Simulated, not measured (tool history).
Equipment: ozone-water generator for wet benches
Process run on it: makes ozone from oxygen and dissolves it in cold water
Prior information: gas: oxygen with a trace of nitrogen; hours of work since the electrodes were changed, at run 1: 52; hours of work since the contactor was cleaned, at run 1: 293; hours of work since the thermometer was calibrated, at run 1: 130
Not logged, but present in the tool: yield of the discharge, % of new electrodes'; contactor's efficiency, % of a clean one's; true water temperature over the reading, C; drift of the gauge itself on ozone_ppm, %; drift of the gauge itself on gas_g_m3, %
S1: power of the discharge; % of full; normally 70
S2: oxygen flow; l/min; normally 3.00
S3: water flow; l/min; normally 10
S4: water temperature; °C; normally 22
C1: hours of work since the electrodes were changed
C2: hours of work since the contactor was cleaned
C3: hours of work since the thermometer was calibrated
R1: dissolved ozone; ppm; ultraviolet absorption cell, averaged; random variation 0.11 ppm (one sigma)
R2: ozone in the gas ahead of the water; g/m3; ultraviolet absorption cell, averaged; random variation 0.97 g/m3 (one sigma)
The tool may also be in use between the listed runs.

run   hour  S1    S2  S3  S4   C1   C2   C3    R1     R2
  1    0.0  70  3.00  10  22   52  293  130  14.7  167.0
  2   31.1  70  3.00  10  22   71  312  150  15.0  166.8
  3   48.2  70  3.00  10  22   82  323  160  14.9  167.1
  4   68.5  70  3.00  10  22   95  336  173  14.8  166.0
  5   82.3  70  3.00  10  22  104  345  182  14.9  166.0
  6  111.9  47  1.93  10  15  122  363  201  10.4  134.5
  7  130.7  47  1.93   8  15  134  375  212  13.1  135.1
  8  158.4  70  3.05  11  30  152  393  230  11.8  166.3
  9  179.3  60  3.00   6  15  165  406  243  22.3  146.4
 10  206.2  60  3.00  15  15  182  423  260   9.1  144.7

Predict each of these 5 candidate next runs independently; none follows another, all start after run 10:
  A  229.2  60  3.00  15  21  196  437  275   ?   ?
  B  229.2  60  2.22  15  15  196  437  275   ?   ?
  C  229.2  94  3.89  15  15  196  437  275   ?   ?
  D  229.2  94  3.00  10  27  196  437  275   ?   ?
  E  229.2  70  3.00  10  27  196  437  275   ?   ?

run    R1     R2
  A   8.7  145.9
  B   8.4  159.3
  C  15.0  198.1
  D  17.6  217.4
  E  13.6  165.4
What these runs would have given with no unlogged condition in the tool:
run    R1     R2
  A   8.7  145.9
  B   8.4  159.3
  C  15.0  198.1
  D  17.6  217.4
  E  13.6  165.4
